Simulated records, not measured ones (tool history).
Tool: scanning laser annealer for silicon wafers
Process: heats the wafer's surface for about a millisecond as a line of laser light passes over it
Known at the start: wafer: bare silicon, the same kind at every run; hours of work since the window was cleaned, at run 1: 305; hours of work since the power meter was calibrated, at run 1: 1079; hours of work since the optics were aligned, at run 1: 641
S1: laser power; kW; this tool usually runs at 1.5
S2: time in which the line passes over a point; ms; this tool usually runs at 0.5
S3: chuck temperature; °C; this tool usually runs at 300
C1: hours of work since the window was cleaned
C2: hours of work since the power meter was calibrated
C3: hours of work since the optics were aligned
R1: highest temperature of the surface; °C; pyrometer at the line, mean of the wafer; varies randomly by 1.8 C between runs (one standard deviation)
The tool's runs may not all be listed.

| run | hour | S1 | S2 | S3 | C1 | C2 | C3 | R1 |
|---|---|---|---|---|---|---|---|---|
| 1 | 0 | 1.5 | 0.5 | 300 | 305 | 1079 | 641 | 1017 |
| 2 | 46.9 | 1.5 | 0.516 | 300 | 335 | 1109 | 671 | 1024 |
|  | 83.5 | window over the wafer cleaned |
|  | 130.3 | optics aligned, line set to its width |
| 3 | 130.3 | 1.5 | 0.5 | 300 | 26 | 1157 | 0 | 1029 |
| 4 | 167.1 | 1.5 | 0.5 | 300 | 50 | 1180 | 23 | 1028 |
| 5 | 204.5 | 1.5 | 0.5 | 300 | 73 | 1204 | 47 | 1025 |
| 6 | 256 | 1.5 | 0.5 | 300 | 106 | 1236 | 79 | 1022 |
| 7 | 329.4 | 1.5 | 0.5 | 300 | 152 | 1283 | 126 | 1016 |
| 8 | 383.1 | 1.5 | 0.5 | 300 | 186 | 1317 | 160 | 1012 |
| 9 | 435.7 | 1.5 | 0.5 | 300 | 219 | 1350 | 193 | 1010 |
|  | 467.7 | optics aligned, line set to its width, once more |
| 10 | 500.2 | 1.307 | 0.5 | 300 | 257 | 1387 | 20 | 907 |
| 11 | 559.2 | 1.307 | 0.5 | 300 | 294 | 1425 | 58 | 904 |
| 12 | 608.6 | 1.307 | 0.5 | 300 | 325 | 1456 | 89 | 899 |
| 13 | 652.4 | 1.307 | 0.54 | 300 | 353 | 1484 | 117 | 922 |
|  | 658.7 | window over the wafer cleaned |
| 14 | 691.6 | 1.307 | 0.54 | 300 | 21 | 1507 | 140 | 946 |
| 15 | 732.8 | 1.307 | 0.54 | 300 | 47 | 1533 | 166 | 940 |
| 16 | 801.3 | 1.307 | 0.54 | 300 | 90 | 1576 | 209 | 940 |
| 17 | 869.4 | 1.5 | 0.418 | 300 | 133 | 1619 | 252 | 973 |
| 18 | 947.9 | 1.5 | 0.418 | 300 | 183 | 1669 | 302 | 971 |
| 19 | 1008.6 | 1.5 | 0.418 | 300 | 221 | 1707 | 340 | 967 |
| 20 | 1073.1 | 1.587 | 0.5 | 300 | 262 | 1748 | 381 | 1067 |
| 21 | 1110.8 | 1.587 | 0.5 | 300 | 285 | 1772 | 405 | 1067 |
| 22 | 1162.8 | 1.616 | 0.469 | 336 | 318 | 1805 | 438 | 1098 |

Expected results for the next run?
|  | 1227.5 | window over the wafer cleaned |
| 23 | 1239.8 | 1.616 | 0.469 | 336 | 8 | 1852 | 485 | ? |

R1: 1121 °C
Had the tool carried no hidden state, the very same run would have given R1 1140 °C.
